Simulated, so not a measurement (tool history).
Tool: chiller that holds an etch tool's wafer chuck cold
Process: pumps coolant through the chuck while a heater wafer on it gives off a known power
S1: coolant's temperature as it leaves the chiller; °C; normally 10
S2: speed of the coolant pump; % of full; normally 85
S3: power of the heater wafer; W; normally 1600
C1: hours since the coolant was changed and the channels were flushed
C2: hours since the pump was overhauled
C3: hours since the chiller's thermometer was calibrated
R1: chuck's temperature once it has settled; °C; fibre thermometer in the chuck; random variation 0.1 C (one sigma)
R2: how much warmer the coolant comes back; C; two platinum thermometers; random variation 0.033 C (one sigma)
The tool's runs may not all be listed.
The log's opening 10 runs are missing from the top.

run,hour,S1,S2,S3,C1,C2,C3,R1,R2
11,1476.3,10,64,1600,2268,4549,2880,26.7,6.44
12,1647.9,10,78,1600,2440,4721,3051,24.5,5.22
13,1751.8,5,85,1600,2544,4825,3155,18.8,4.73
14,1832.7,10,85,1607,2624,4906,3236,24.0,4.81
15,1948.8,10,85,1607,2741,5022,3352,23.8,4.80
# hour 2060.7: chiller's thermometer calibrated
16,2107.9,10,82,1607,2899,5180,47,24.2,5.03
17,2262.5,6,66,1600,3053,5334,202,22.5,6.24
18,2387.9,6,66,1600,3179,5460,327,22.4,6.30
19,2549.3,6,85,2263,3340,5621,489,25.6,6.76
# hour 2587.2: coolant pump overhauled
20,2635.8,5,71,2263,3422,49,570,27.1,8.17
21,2731.4,10,63,2223,3517,144,666,33.6,9.17
22,2887.1,10,74,1600,3673,300,821,25.0,5.64
23,3021.2,10,74,1600,3807,434,955,25.1,5.54
# hour 3098.8: coolant changed, channels flushed
24,3177.2,13,61,1600,78,584,1105,30.3,6.91
25,3301.6,17,73,1083,203,708,1230,27.3,3.97
26,3492.9,9,70,954,394,900,1421,18.2,3.74
27,3595.2,9,70,954,496,1002,1523,18.3,3.76
28,3702.3,8,90,988,604,1109,1631,16.1,2.96
29,3866.2,10,85,1369,767,1273,1794,21.7,4.32
30,3991.9,1,77,1555,893,1399,1920,15.2,5.30
31,4092.5,11,85,1347,994,1499,2021,22.7,4.18

Consider 4 possible next runs. They are alternatives, not a sequence: every one starts from the tool as it was left by run 31. What does each give?
A,4278.0,13,89,1600,1179,1685,2206,?,?
B,4278.0,19,85,2150,1179,1685,2206,?,?
C,4278.0,6,97,2165,1179,1685,2206,?,?
D,4278.0,4,85,1374,1179,1685,2206,?,?

run,R1,R2
A,26.2,4.72
B,37.5,6.56
C,23.0,5.73
D,15.9,4.34
With the hidden condition removed and each run's random variation left untouched, the same runs would have given:
run,R1,R2
A,26.2,4.33
B,37.4,6.16
C,23.0,5.34
D,15.9,3.95
